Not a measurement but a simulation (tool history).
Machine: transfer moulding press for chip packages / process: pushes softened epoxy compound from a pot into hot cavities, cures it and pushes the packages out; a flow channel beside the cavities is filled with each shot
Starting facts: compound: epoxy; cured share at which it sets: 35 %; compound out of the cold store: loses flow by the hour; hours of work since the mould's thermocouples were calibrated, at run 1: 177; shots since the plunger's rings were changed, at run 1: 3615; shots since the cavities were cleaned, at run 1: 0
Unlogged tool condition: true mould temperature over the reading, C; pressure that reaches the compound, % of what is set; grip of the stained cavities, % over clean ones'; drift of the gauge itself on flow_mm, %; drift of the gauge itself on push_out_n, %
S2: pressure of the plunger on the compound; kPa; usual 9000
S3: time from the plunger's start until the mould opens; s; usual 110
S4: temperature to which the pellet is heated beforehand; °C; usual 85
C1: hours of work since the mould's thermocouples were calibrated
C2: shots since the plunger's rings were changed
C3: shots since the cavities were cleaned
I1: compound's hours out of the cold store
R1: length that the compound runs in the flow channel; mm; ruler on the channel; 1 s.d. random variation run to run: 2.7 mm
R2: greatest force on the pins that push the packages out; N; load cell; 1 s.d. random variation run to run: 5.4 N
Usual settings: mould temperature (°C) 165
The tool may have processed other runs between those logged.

{"run": 1, "hour": 0.0, "mould temperature (°C)": 165, "S2": 9000, "S3": 110, "S4": 85, "C1": 177, "C2": 3615, "C3": 0, "I1": 17.3, "R1": 758, "R2": 175}
{"run": 2, "hour": 34.1, "mould temperature (°C)": 165, "S2": 9000, "S3": 110, "S4": 85, "C1": 193, "C2": 3858, "C3": 243, "I1": 40.3, "R1": 693, "R2": 233}
{"hour": 71.6, "done": "plunger's sealing rings changed"}
{"run": 3, "hour": 83.3, "mould temperature (°C)": 165, "S2": 10710, "S3": 110, "S4": 85, "C1": 213, "C2": 83, "C3": 576, "I1": 14.5, "R1": 880, "R2": 281}
{"run": 4, "hour": 104.3, "mould temperature (°C)": 165, "S2": 9000, "S3": 108, "S4": 85, "C1": 223, "C2": 233, "C3": 726, "I1": 38.1, "R1": 747, "R2": 307}
{"hour": 119.1, "done": "cavities cleaned with cleaning compound and waxed"}
{"run": 5, "hour": 153.9, "mould temperature (°C)": 165, "S2": 9000, "S3": 110, "S4": 85, "C1": 244, "C2": 576, "C3": 248, "I1": 42.6, "R1": 729, "R2": 241}
{"run": 6, "hour": 192.2, "mould temperature (°C)": 165, "S2": 9000, "S3": 110, "S4": 85, "C1": 262, "C2": 849, "C3": 521, "I1": 47.3, "R1": 715, "R2": 277}
{"hour": 233.3, "done": "cavities cleaned with cleaning compound and waxed"}
{"run": 7, "hour": 233.3, "mould temperature (°C)": 165, "S2": 9000, "S3": 110, "S4": 85, "C1": 279, "C2": 1131, "C3": 0, "I1": 23.3, "R1": 773, "R2": 175}
{"run": 8, "hour": 272.6, "mould temperature (°C)": 165, "S2": 9000, "S3": 110, "S4": 85, "C1": 297, "C2": 1411, "C3": 280, "I1": 8.4, "R1": 806, "R2": 252}
{"run": 9, "hour": 305.7, "mould temperature (°C)": 165, "S2": 9000, "S3": 110, "S4": 85, "C1": 312, "C2": 1648, "C3": 517, "I1": 47.7, "R1": 706, "R2": 274}
{"run": 10, "hour": 332.5, "mould temperature (°C)": 157, "S2": 9000, "S3": 110, "S4": 85, "C1": 324, "C2": 1838, "C3": 707, "I1": 46.1, "R1": 734, "R2": 467}
{"hour": 348.4, "done": "cavities cleaned with cleaning compound and waxed"}
{"run": 11, "hour": 359.3, "mould temperature (°C)": 157, "S2": 9000, "S3": 110, "S4": 85, "C1": 335, "C2": 2019, "C3": 78, "I1": 34.5, "R1": 760, "R2": 319}
{"run": 12, "hour": 400.2, "mould temperature (°C)": 157, "S2": 9000, "S3": 110, "S4": 85, "C1": 353, "C2": 2310, "C3": 369, "I1": 14.5, "R1": 808, "R2": 422}
{"run": 13, "hour": 431.1, "mould temperature (°C)": 157, "S2": 9000, "S3": 110, "S4": 85, "C1": 367, "C2": 2531, "C3": 590, "I1": 18.6, "R1": 790, "R2": 456}
{"hour": 462.5, "done": "cavities cleaned with cleaning compound and waxed"}
{"run": 14, "hour": 464.7, "mould temperature (°C)": 159, "S2": 9000, "S3": 110, "S4": 85, "C1": 382, "C2": 2759, "C3": 15, "I1": 43.8, "R1": 719, "R2": 248}
{"run": 15, "hour": 496.6, "mould temperature (°C)": 159, "S2": 9000, "S3": 110, "S4": 85, "C1": 396, "C2": 2987, "C3": 243, "I1": 42.2, "R1": 720, "R2": 319}
{"run": 16, "hour": 517.6, "mould temperature (°C)": 165, "S2": 9000, "S3": 110, "S4": 88, "C1": 405, "C2": 3136, "C3": 392, "I1": 10, "R1": 776, "R2": 253}
{"run": 17, "hour": 562.8, "mould temperature (°C)": 165, "S2": 9000, "S3": 110, "S4": 88, "C1": 426, "C2": 3459, "C3": 715, "I1": 8.8, "R1": 774, "R2": 299}
{"hour": 575.5, "done": "cavities cleaned with cleaning compound and waxed"}
{"run": 18, "hour": 597.5, "mould temperature (°C)": 165, "S2": 9000, "S3": 110, "S4": 90, "C1": 440, "C2": 3695, "C3": 156, "I1": 36.2, "R1": 708, "R2": 218}
{"run": 19, "hour": 642.6, "mould temperature (°C)": 165, "S2": 9000, "S3": 148, "S4": 85, "C1": 461, "C2": 4017, "C3": 478, "I1": 11, "R1": 762, "R2": 239}
{"hour": 657.9, "done": "plunger's sealing rings changed"}
{"run": 20, "hour": 676.1, "mould temperature (°C)": 166, "S2": 9030, "S3": 94, "S4": 78, "C1": 475, "C2": 130, "C3": 699, "I1": 22.5, "R1": 774, "R2": 332}
{"hour": 694.0, "done": "cavities cleaned with cleaning compound and waxed"}
{"run": 21, "hour": 705.5, "mould temperature (°C)": 158, "S2": 10040, "S3": 132, "S4": 80, "C1": 487, "C2": 329, "C3": 82, "I1": 29.8, "R1": 828, "R2": 233}
{"run": 22, "hour": 725.6, "mould temperature (°C)": 158, "S2": 7540, "S3": 122, "S4": 85, "C1": 496, "C2": 472, "C3": 225, "I1": 38.2, "R1": 694, "R2": 283}
{"run": 23, "hour": 755.3, "mould temperature (°C)": 158, "S2": 7540, "S3": 122, "S4": 76, "C1": 509, "C2": 684, "C3": 437, "I1": 37.4, "R1": 696, "R2": 328}
{"run": 24, "hour": 796.4, "mould temperature (°C)": 158, "S2": 7540, "S3": 122, "S4": 76, "C1": 528, "C2": 977, "C3": 730, "I1": 15.2, "R1": 745, "R2": 377}
{"hour": 810.1, "done": "cavities cleaned with cleaning compound and waxed"}
{"run": 25, "hour": 828.9, "mould temperature (°C)": 172, "S2": 9450, "S3": 116, "S4": 88, "C1": 542, "C2": 1198, "C3": 134, "I1": 24.7, "R1": 761, "R2": 193}

Branching from run 25: 4 alternative next runs. What would each branch give?
{"run": "A", "hour": 873.6, "mould temperature (°C)": 172, "S2": 9450, "S3": 116, "S4": 76, "C1": 562, "C2": 1516, "C3": 452, "I1": 22.6, "R1": "?", "R2": "?"}
{"run": "B", "hour": 873.6, "mould temperature (°C)": 172, "S2": 9570, "S3": 131, "S4": 88, "C1": 562, "C2": 1516, "C3": 452, "I1": 36.5, "R1": "?", "R2": "?"}
{"run": "C", "hour": 873.6, "mould temperature (°C)": 162, "S2": 9000, "S3": 110, "S4": 85, "C1": 562, "C2": 1516, "C3": 452, "I1": 24.6, "R1": "?", "R2": "?"}
{"run": "D", "hour": 873.6, "mould temperature (°C)": 172, "S2": 9450, "S3": 95, "S4": 95, "C1": 562, "C2": 1516, "C3": 452, "I1": 44.7, "R1": "?", "R2": "?"}

run=A R1=764 R2=246
run=B R1=735 R2=230
run=C R1=768 R2=311
run=D R1=707 R2=251
With the hidden condition removed and each run's random variation left untouched, the same runs would have given:
run=A R1=788 R2=158
run=B R1=759 R2=148
run=C R1=794 R2=212
run=D R1=730 R2=166
